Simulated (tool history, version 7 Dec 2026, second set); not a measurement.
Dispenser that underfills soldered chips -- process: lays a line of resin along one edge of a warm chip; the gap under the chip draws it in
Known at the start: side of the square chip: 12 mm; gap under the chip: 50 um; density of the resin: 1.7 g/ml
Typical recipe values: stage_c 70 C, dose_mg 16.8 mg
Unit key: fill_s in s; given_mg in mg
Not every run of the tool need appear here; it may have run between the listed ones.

{"run": 1, "hour": 0.0, "stage_c": 70, "dose_mg": 16.8, "fill_s": 83.1, "given_mg": 16.43}
{"run": 2, "hour": 3.8, "stage_c": 70, "dose_mg": 16.8, "fill_s": 98.7, "given_mg": 16.35}
{"hour": 6.1, "done": "new syringe of resin"}
{"run": 3, "hour": 8.3, "stage_c": 70, "dose_mg": 16.8, "fill_s": 67.9, "given_mg": 16.39}
{"run": 4, "hour": 13.5, "stage_c": 70, "dose_mg": 16.8, "fill_s": 88.6, "given_mg": 16.32}
{"run": 5, "hour": 16.7, "stage_c": 70, "dose_mg": 16.8, "fill_s": 106.5, "given_mg": 16.3}
{"hour": 18.2, "done": "new syringe of resin"}
{"run": 6, "hour": 23.8, "stage_c": 70, "dose_mg": 16.8, "fill_s": 83.9, "given_mg": 16.38}
{"run": 7, "hour": 29.3, "stage_c": 70, "dose_mg": 16.8, "fill_s": 111.9, "given_mg": 16.19}
{"hour": 30.0, "done": "new syringe of resin"}
{"run": 8, "hour": 36.0, "stage_c": 70, "dose_mg": 16.8, "fill_s": 84.3, "given_mg": 16.23}
{"run": 9, "hour": 39.1, "stage_c": 70, "dose_mg": 16.8, "fill_s": 99.4, "given_mg": 16.29}
{"hour": 41.7, "done": "new syringe of resin"}
{"run": 10, "hour": 45.3, "stage_c": 70, "dose_mg": 16.8, "fill_s": 73.4, "given_mg": 16.16}
{"run": 11, "hour": 50.7, "stage_c": 70, "dose_mg": 16.8, "fill_s": 98.3, "given_mg": 16.09}
{"hour": 53.7, "done": "new syringe of resin"}
{"run": 12, "hour": 55.7, "stage_c": 70, "dose_mg": 16.8, "fill_s": 68, "given_mg": 16.22}
{"run": 13, "hour": 58.9, "stage_c": 70, "dose_mg": 16.8, "fill_s": 79.9, "given_mg": 16.1}
{"hour": 64.3, "done": "dispensing valve cleaned and set on the balance"}
{"run": 14, "hour": 64.3, "stage_c": 70, "dose_mg": 16.8, "fill_s": 99.6, "given_mg": 16.79}
{"hour": 66.5, "done": "new syringe of resin"}
{"run": 15, "hour": 70.7, "stage_c": 70, "dose_mg": 16.8, "fill_s": 77, "given_mg": 16.83}
{"run": 16, "hour": 76.0, "stage_c": 69, "dose_mg": 16.8, "fill_s": 102.4, "given_mg": 16.87}
{"hour": 78.2, "done": "new syringe of resin"}
{"run": 17, "hour": 83.0, "stage_c": 69, "dose_mg": 16.8, "fill_s": 78.8, "given_mg": 16.84}
{"run": 18, "hour": 89.0, "stage_c": 70, "dose_mg": 16.8, "fill_s": 106.4, "given_mg": 16.72}
{"hour": 89.9, "done": "new syringe of resin"}
{"run": 19, "hour": 95.1, "stage_c": 70, "dose_mg": 16.8, "fill_s": 79.3, "given_mg": 16.71}
{"run": 20, "hour": 99.0, "stage_c": 83, "dose_mg": 19.5, "fill_s": 64.7, "given_mg": 19.42}
{"hour": 101.5, "done": "new syringe of resin"}
{"run": 21, "hour": 105.1, "stage_c": 83, "dose_mg": 19.5, "fill_s": 49.7, "given_mg": 19.47}
{"run": 22, "hour": 109.4, "stage_c": 83, "dose_mg": 19.5, "fill_s": 60.9, "given_mg": 19.34}
{"hour": 113.2, "done": "new syringe of resin"}
{"run": 23, "hour": 114.2, "stage_c": 77, "dose_mg": 19.5, "fill_s": 51.3, "given_mg": 19.35}
{"run": 24, "hour": 120.0, "stage_c": 67, "dose_mg": 20, "fill_s": 94.6, "given_mg": 19.9}
{"run": 25, "hour": 124.4, "stage_c": 69, "dose_mg": 19.6, "fill_s": 112.5, "given_mg": 19.44}
{"hour": 125.1, "done": "new syringe of resin"}
{"run": 26, "hour": 128.2, "stage_c": 70, "dose_mg": 19.7, "fill_s": 70.5, "given_mg": 19.33}
{"run": 27, "hour": 131.8, "stage_c": 70, "dose_mg": 19.7, "fill_s": 83.8, "given_mg": 19.48}
{"hour": 136.9, "done": "new syringe of resin"}
{"run": 28, "hour": 137.8, "stage_c": 58, "dose_mg": 20.9, "fill_s": 91.7, "given_mg": 20.54}
{"run": 29, "hour": 144.5, "stage_c": 57, "dose_mg": 20.8, "fill_s": 132.1, "given_mg": 20.53}
{"run": 30, "hour": 148.1, "stage_c": 68, "dose_mg": 16.8, "fill_s": 115, "given_mg": 16.47}
{"hour": 148.9, "done": "new syringe of resin"}
{"run": 31, "hour": 152.1, "stage_c": 70, "dose_mg": 16.5, "fill_s": 73.6, "given_mg": 16.16}
{"run": 32, "hour": 156.1, "stage_c": 85, "dose_mg": 16.8, "fill_s": 57.9, "given_mg": 16.55}
{"hour": 160.7, "done": "new syringe of resin"}
{"run": 33, "hour": 161.6, "stage_c": 85, "dose_mg": 16.8, "fill_s": 41.1, "given_mg": 16.51}
{"run": 34, "hour": 167.9, "stage_c": 81, "dose_mg": 18.3, "fill_s": 63.4, "given_mg": 17.94}
{"run": 35, "hour": 171.7, "stage_c": 83, "dose_mg": 19, "fill_s": 70.9, "given_mg": 18.56}
{"hour": 172.4, "done": "new syringe of resin"}
{"run": 36, "hour": 177.6, "stage_c": 82, "dose_mg": 14.6, "fill_s": 59.4, "given_mg": 14.26}
{"hour": 184.4, "done": "new syringe of resin"}
{"run": 37, "hour": 184.6, "stage_c": 82, "dose_mg": 14.6, "fill_s": 47.1, "given_mg": 14.27}

Predict each of these 3 candidate next runs independently; none follows another, all start after run 37:
{"run": "A", "hour": 190.9, "stage_c": 67, "dose_mg": 15.7, "fill_s": "?", "given_mg": "?"}
{"run": "B", "hour": 190.9, "stage_c": 62, "dose_mg": 18.2, "fill_s": "?", "given_mg": "?"}
{"run": "C", "hour": 190.9, "stage_c": 59, "dose_mg": 16.3, "fill_s": "?", "given_mg": "?"}

run=A fill_s=97.8 given_mg=15.3
run=B fill_s=110.1 given_mg=17.8
run=C fill_s=122.9 given_mg=15.82
Stripped of hidden state, with their random variation kept, the same runs would have yielded:
run=A fill_s=65.5 given_mg=15.7
run=B fill_s=74 given_mg=18.28
run=C fill_s=82.4 given_mg=16.24

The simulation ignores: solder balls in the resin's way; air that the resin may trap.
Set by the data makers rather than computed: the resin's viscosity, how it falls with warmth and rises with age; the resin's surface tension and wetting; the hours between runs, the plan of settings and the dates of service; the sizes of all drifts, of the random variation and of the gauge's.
